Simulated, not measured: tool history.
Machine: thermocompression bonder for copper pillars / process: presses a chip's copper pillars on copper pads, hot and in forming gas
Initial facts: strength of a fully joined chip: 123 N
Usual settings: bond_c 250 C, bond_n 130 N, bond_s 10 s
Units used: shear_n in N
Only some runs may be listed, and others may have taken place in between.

run 1 hour=0 | bond_c=250 bond_n=130 bond_s=10 | shear_n=77
run 2 hour=31 | bond_c=250 bond_n=130 bond_s=10 | shear_n=76.4
run 3 hour=53.4 | bond_c=250 bond_n=130 bond_s=10 | shear_n=75.6
run 4 hour=85.4 | bond_c=250 bond_n=187 bond_s=10 | shear_n=94.2
run 5 hour=114.2 | bond_c=250 bond_n=187 bond_s=10 | shear_n=94
run 6 hour=137.9 | bond_c=250 bond_n=187 bond_s=10 | shear_n=93.2
run 7 hour=168 | bond_c=250 bond_n=187 bond_s=10 | shear_n=92
run 8 hour=191.1 | bond_c=250 bond_n=187 bond_s=10 | shear_n=92.4
run 9 hour=226.9 | bond_c=238 bond_n=187 bond_s=10 | shear_n=83.5
-- hour=231.2 heater calibrated with a thermocouple chip
run 10 hour=263.5 | bond_c=238 bond_n=187 bond_s=10 | shear_n=80.7
run 11 hour=296.3 | bond_c=250 bond_n=130 bond_s=10 | shear_n=70.8
-- hour=319.1 heater calibrated with a thermocouple chip, once more
run 12 hour=319.6 | bond_c=250 bond_n=130 bond_s=10 | shear_n=78.6
run 13 hour=346.1 | bond_c=250 bond_n=130 bond_s=10 | shear_n=77.8
-- hour=380.3 forming gas filter changed
run 14 hour=380.6 | bond_c=250 bond_n=130 bond_s=10 | shear_n=88.2
run 15 hour=414.3 | bond_c=269 bond_n=145 bond_s=8 | shear_n=99.1
run 16 hour=448.2 | bond_c=269 bond_n=145 bond_s=8 | shear_n=99.4
run 17 hour=480.6 | bond_c=254 bond_n=87 bond_s=10 | shear_n=66.6
run 18 hour=506 | bond_c=250 bond_n=140 bond_s=24 | shear_n=106.3
run 19 hour=539.5 | bond_c=250 bond_n=140 bond_s=24 | shear_n=104.9
run 20 hour=566.1 | bond_c=250 bond_n=140 bond_s=24 | shear_n=106.6
run 21 hour=598 | bond_c=269 bond_n=100 bond_s=20 | shear_n=98
run 22 hour=634.2 | bond_c=236 bond_n=89 bond_s=29 | shear_n=75.8
run 23 hour=655.3 | bond_c=236 bond_n=89 bond_s=29 | shear_n=76.1
run 24 hour=688.9 | bond_c=239 bond_n=193 bond_s=14 | shear_n=101.4
run 25 hour=713.4 | bond_c=271 bond_n=107 bond_s=10 | shear_n=88
run 26 hour=733.6 | bond_c=275 bond_n=157 bond_s=18 | shear_n=112.3

What will run 27 give?
run 27 hour=760.2 | bond_c=250 bond_n=130 bond_s=14 | shear_n=?

{"run 27": {"shear_n": 89.5}}
Minus the tool's unlogged condition, the same run would have read shear_n 93.6 N.

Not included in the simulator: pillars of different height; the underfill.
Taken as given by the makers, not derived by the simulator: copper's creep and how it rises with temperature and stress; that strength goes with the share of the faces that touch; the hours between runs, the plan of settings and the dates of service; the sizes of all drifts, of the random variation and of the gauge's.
